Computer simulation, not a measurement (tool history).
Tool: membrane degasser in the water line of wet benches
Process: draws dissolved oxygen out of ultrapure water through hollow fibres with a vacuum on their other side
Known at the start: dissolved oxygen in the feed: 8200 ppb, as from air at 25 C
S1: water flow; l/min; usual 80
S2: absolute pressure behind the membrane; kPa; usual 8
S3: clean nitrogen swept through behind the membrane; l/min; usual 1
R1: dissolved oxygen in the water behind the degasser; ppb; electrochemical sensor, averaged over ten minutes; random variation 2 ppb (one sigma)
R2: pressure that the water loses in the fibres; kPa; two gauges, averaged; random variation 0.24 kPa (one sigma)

run	hour	S1	S2	S3	R1	R2
1	0	80	8	1	624.7	61.61
2	71.4	80	10	1	864.1	61.75
3	158.7	80	8	1.6	460	61.34
4	282.4	80	8	1.6	460.2	61.46
5	368	80	8	2.78	308.2	61.42
6	451.4	80	8	2.78	305	62.07
7	555.6	109	8	1	790.6	84.17
8	612.7	80	7.92	1	616.4	61.79
9	706.2	80	7.92	1	621.8	61.29
10	823.8	80	7.92	1	619.6	61.67
11	934.6	80	7.92	1	620.4	61.38
# hour 942.5: vacuum gauge calibrated
12	1021.4	80	8	1	630.7	61.85
13	1123.6	80	8	1.13	584.6	61.63
14	1207.3	80	8	1	636.6	61.69
15	1272.1	80	18.09	1	1715.8	61.89
16	1397.4	80	18.09	1	1713.2	61.74
# hour 1427.8: vacuum gauge calibrated, once more
17	1492	80	18.09	1	1690.5	61.9
18	1619.4	80	18.09	1	1698	61.59
19	1701.2	80	11.92	0.66	1352.4	61.84
20	1755.8	60	12.6	1	933.4	46.1
21	1878.5	80	9.78	1	824.7	61.84
# hour 1901.1: seals of the vacuum lines changed
22	1936.1	80	18.61	2.22	1027.5	61.72
23	2055.3	80	18.26	0.57	2337.8	61.61
24	2163.1	80	8.19	2.63	327.8	61.99
25	2243.7	94	12.2	1.74	868.2	72.29
26	2347.5	94	12.2	1.74	863.5	72.12
27	2441.7	94	12.2	1.98	796.4	72.2
28	2515.8	94	12.2	1.37	1017	72.67
29	2571.9	63	12.2	1.37	753	48.87
30	2673.2	63	12.2	1.37	751.4	48.94
31	2769.7	63	12.2	1.37	755	48.45
32	2856.6	53	16.92	0.66	1585.3	41.11

Forecast each of these 4 alternatives for the next run:
A	2967.2	91	9.13	2.43	?	?
B	2967.2	57	8	1	?	?
C	2967.2	111	9.44	1.98	?	?
D	2967.2	65	16.57	0.57	?	?

run	R1	R2
A	461	70.42
B	485.8	44.4
C	670.9	86.19
D	1906.8	50.4
Without the tool's hidden state the same runs would have given:
run	R1	R2
A	460.3	69.53
B	487.5	43.84
C	669.3	85.11
D	1909.8	49.78

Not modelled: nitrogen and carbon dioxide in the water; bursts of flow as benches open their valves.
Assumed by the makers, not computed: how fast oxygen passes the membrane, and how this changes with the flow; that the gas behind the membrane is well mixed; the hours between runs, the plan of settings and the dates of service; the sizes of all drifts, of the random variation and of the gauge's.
